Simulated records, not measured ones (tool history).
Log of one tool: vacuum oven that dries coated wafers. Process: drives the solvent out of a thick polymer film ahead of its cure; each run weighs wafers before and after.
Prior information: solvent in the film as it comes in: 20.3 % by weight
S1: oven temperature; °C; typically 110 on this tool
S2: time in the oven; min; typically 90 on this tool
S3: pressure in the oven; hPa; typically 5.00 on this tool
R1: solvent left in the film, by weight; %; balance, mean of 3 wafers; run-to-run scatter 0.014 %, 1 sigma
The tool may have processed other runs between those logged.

run 1 day=0.000 | S1=110 S2=90 S3=5.00 | R1=1.01
run 2 day=3.671 | S1=118 S2=90 S3=5.00 | R1=0.42
run 3 day=7.325 | S1=118 S2=90 S3=5.00 | R1=0.44
run 4 day=10.867 | S1=118 S2=90 S3=5.00 | R1=0.44
run 5 day=12.617 | S1=107 S2=90 S3=5.00 | R1=1.46
run 6 day=15.962 | S1=107 S2=90 S3=5.00 | R1=1.48
run 7 day=18.108 | S1=107 S2=90 S3=5.00 | R1=1.48
run 8 day=21.283 | S1=107 S2=90 S3=5.00 | R1=1.52
run 9 day=24.542 | S1=107 S2=90 S3=5.00 | R1=1.47
run 10 day=28.308 | S1=107 S2=90 S3=5.00 | R1=1.51
run 11 day=30.238 | S1=107 S2=90 S3=5.00 | R1=1.50
run 12 day=33.596 | S1=107 S2=90 S3=6.66 | R1=1.70
run 13 day=37.500 | S1=107 S2=116 S3=6.66 | R1=1.14
run 14 day=40.554 | S1=107 S2=66 S3=6.66 | R1=2.75
run 15 day=42.242 | S1=110 S2=52 S3=5.00 | R1=2.86
run 16 day=45.425 | S1=120 S2=100 S3=5.76 | R1=0.46
run 17 day=49.558 | S1=120 S2=100 S3=5.76 | R1=0.43
run 18 day=51.467 | S1=120 S2=100 S3=5.76 | R1=0.47
run 19 day=54.479 | S1=100 S2=63 S3=10.16 | R1=5.69
run 20 day=57.242 | S1=107 S2=90 S3=3.84 | R1=1.53
run 21 day=60.442 | S1=107 S2=90 S3=3.84 | R1=1.52
run 22 day=64.471 | S1=96 S2=45 S3=4.86 | R1=8.82
-- day=65.054 oven's thermocouples calibrated
run 23 day=68.675 | S1=114 S2=45 S3=2.82 | R1=2.23
run 24 day=71.042 | S1=114 S2=45 S3=2.82 | R1=2.24
run 25 day=74.233 | S1=101 S2=133 S3=7.12 | R1=1.86
run 26 day=78.271 | S1=109 S2=144 S3=6.03 | R1=0.78
run 27 day=80.375 | S1=109 S2=144 S3=6.03 | R1=0.74
run 28 day=82.979 | S1=109 S2=144 S3=6.03 | R1=0.76

Predict each of these 5 candidate next runs independently; none follows another, all start after run 28:
run A day=86.188 | S1=101 S2=100 S3=5.00 | R1=?
run B day=86.188 | S1=109 S2=85 S3=8.70 | R1=?
run C day=86.188 | S1=109 S2=144 S3=4.31 | R1=?
run D day=86.188 | S1=116 S2=144 S3=6.03 | R1=?
run E day=86.188 | S1=109 S2=144 S3=5.65 | R1=?

run=A R1=2.61
run=B R1=1.70
run=C R1=0.64
run=D R1=0.55
run=E R1=0.74
Without the tool's unlogged condition, the same runs would have read:
run=A R1=2.31
run=B R1=1.47
run=C R1=0.43
run=D R1=0.39
run=E R1=0.53

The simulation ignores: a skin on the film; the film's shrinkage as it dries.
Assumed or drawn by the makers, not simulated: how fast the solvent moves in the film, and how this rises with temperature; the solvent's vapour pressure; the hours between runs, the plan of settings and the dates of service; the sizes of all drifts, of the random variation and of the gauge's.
